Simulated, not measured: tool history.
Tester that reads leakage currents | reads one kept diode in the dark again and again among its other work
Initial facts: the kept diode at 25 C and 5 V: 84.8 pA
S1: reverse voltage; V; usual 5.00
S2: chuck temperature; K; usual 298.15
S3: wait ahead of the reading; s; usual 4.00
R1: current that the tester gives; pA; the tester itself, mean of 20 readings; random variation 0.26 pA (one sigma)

| run | hour | S1 | S2 | S3 | R1 |
|---|---|---|---|---|---|
| 1 | 0.0 | 5.00 | 298.15 | 4.00 | 88.24 |
| 2 | 119.3 | 5.00 | 298.15 | 4.00 | 87.95 |
| 3 | 200.6 | 19.73 | 298.15 | 4.00 | 159.96 |
| 4 | 351.9 | 19.73 | 298.15 | 4.00 | 159.48 |
| 5 | 429.7 | 19.73 | 298.15 | 4.00 | 160.61 |
| 6 | 565.5 | 19.73 | 298.15 | 4.00 | 161.21 |
| 7 | 661.1 | 19.73 | 298.15 | 4.00 | 161.77 |
| 8 | 745.1 | 19.73 | 298.15 | 4.00 | 162.44 |
| 9 | 876.2 | 19.73 | 298.15 | 4.00 | 162.59 |
| 10 | 1000.5 | 19.73 | 298.15 | 4.00 | 164.29 |
| 11 | 1153.6 | 1.21 | 322.15 | 4.81 | 260.54 |
| 12 | 1273.3 | 1.21 | 322.15 | 4.81 | 258.36 |
| 13 | 1389.9 | 1.90 | 301.15 | 4.00 | 72.80 |
| 14 | 1488.9 | 1.90 | 301.15 | 4.00 | 73.16 |
| 15 | 1562.0 | 1.90 | 301.15 | 4.00 | 72.89 |
| 16 | 1667.0 | 4.88 | 298.15 | 1.24 | 87.94 |
| 17 | 1766.9 | 4.88 | 298.15 | 1.24 | 94.29 |
| 18 | 1846.5 | 4.51 | 332.15 | 0.71 | 855.30 |

Put back what was entered between runs (1 entry, withheld): which listed runs does each sit between, and how does the hidden state differ from the listed run before to the listed run after?
Logged between run 16 and run 17: chuck's temperature calibrated (hour 1743.1)
  stray current of the dirty probe card, pA a volt: 1.54 -> 1.584; current scale over the true one, %: 1.54 -> 1.56; true chuck temperature over the reading, C: -0.93 -> 0.1
  what was measured, less what the result would be without the hidden state, R1: +3.02 -> +9.68 pA

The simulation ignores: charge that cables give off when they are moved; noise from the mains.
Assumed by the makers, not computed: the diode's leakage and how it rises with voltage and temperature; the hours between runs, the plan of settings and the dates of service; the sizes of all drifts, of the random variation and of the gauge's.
